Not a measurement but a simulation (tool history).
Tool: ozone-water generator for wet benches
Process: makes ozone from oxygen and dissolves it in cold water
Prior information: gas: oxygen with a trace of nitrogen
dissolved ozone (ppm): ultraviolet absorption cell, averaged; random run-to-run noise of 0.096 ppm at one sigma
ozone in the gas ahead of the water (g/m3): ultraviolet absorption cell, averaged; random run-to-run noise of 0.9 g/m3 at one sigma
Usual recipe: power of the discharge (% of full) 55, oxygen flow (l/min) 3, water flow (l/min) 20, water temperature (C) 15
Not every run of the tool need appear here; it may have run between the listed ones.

run    hour  power of the discharge (% of full)  oxygen flow (l/min)  water flow (l/min)  water temperature (C)  dissolved ozone (ppm)  ozone in the gas ahead of the water (g/m3)
  1       0                                  55                    3                  20                     15                   9.24                                       145.1
  2    38.5                                  55                 1.68                  20                     15                   8.26                                       207.5
  3     105                                  55                    3                  20                     15                   9.16                                       145.7
  4   159.7                                  55                    3                  20                     15                   9.18                                       147.8
  5   200.9                                  55                  1.8                  20                     15                   8.38                                       194.6
  6     259                                  55                  1.8                  20                     15                   8.27                                       197.7
  7   316.8                                  75                    3                  20                     15                  11.05                                       179.6
  8     360                                  75                    3                  20                     15                  11.15                                       179.5
  9   395.6                                  55                    3                  20                     15                   9.21                                         146
 10   422.9                                  55                    3                  20                     15                   9.14                                       146.5
 11   460.5                                  55                    3                  20                     15                   9.22                                       145.6
 12   509.9                                  55                    3                  20                     15                   8.93                                       146.3
 13   554.3                                  55                 1.84                  20                     15                   8.33                                       192.5
 14   601.9                                  55                    3                  20                     15                   9.27                                       145.2
 15   644.8                                  55                    3                  20                     15                   8.97                                       146.8
 16   697.7                                  55                    3                  20                     15                   9.03                                       145.9
 17   757.2                                  55                    3                  20                     15                   9.11                                       146.1
 18   792.1                                  55                 4.78                  18                     15                  10.33                                       112.1
 19   837.9                                  55                 4.78                  18                     15                  10.49                                       110.5
 20   867.4                                  76                 2.57                  20                     19                  10.68                                       195.6
 21   920.3                                  89                 2.88                  16                     14                  15.79                                       204.9
 22   985.2                                  55                 3.88                  18                     15                   10.2                                       125.5
 23    1038                                  88                 5.26                  28                     11                   9.18                                       142.1
 24  1082.6                                  88                 5.26                  28                     11                    9.3                                       143.8
 25  1114.4                                  70                  5.1                  20                     12                  11.17                                       123.8
 26  1163.4                                  55                 4.71                  22                     15                   8.41                                       112.4
 27  1217.6                                  55                 4.71                  22                     15                   8.39                                       111.9
 28  1284.8                                  55                 2.28                  13                     15                  13.99                                       170.1
 29  1339.7                                  56                 2.29                  13                     15                  14.14                                       170.9
 30  1382.1                                  56                 2.29                  13                     15                  14.19                                       174.1
 31  1418.8                                  56                 1.77                  13                     13                  13.98                                       200.8
 32  1465.6                                  56                 1.77                  13                     13                  13.94                                       198.8
 33  1505.3                                  56                 1.77                  13                     13                  13.94                                       199.5

Below are 4 alternative next runs, each starting from the tool's condition after run 33. Predict each:
  A  1561.7                                  57                    3                  20                     15                      ?                                           ?
  B  1561.7                                  82                    3                  28                     18                      ?                                           ?
  C  1561.7                                  56                 3.67                  15                     13                      ?                                           ?
  D  1561.7                                  55                    3                  20                      8                      ?                                           ?

run  dissolved ozone (ppm)  ozone in the gas ahead of the water (g/m3)
  A                    9.1                                         149
  B                   7.53                                       188.3
  C                  12.87                                         129
  D                   9.41                                       144.9
With the hidden condition removed and each run's random variation left untouched, the same runs would have given:
run  dissolved ozone (ppm)  ozone in the gas ahead of the water (g/m3)
  A                  10.13                                       153.5
  B                   8.53                                       195.4
  C                  14.19                                       132.8
  D                  10.47                                       149.1
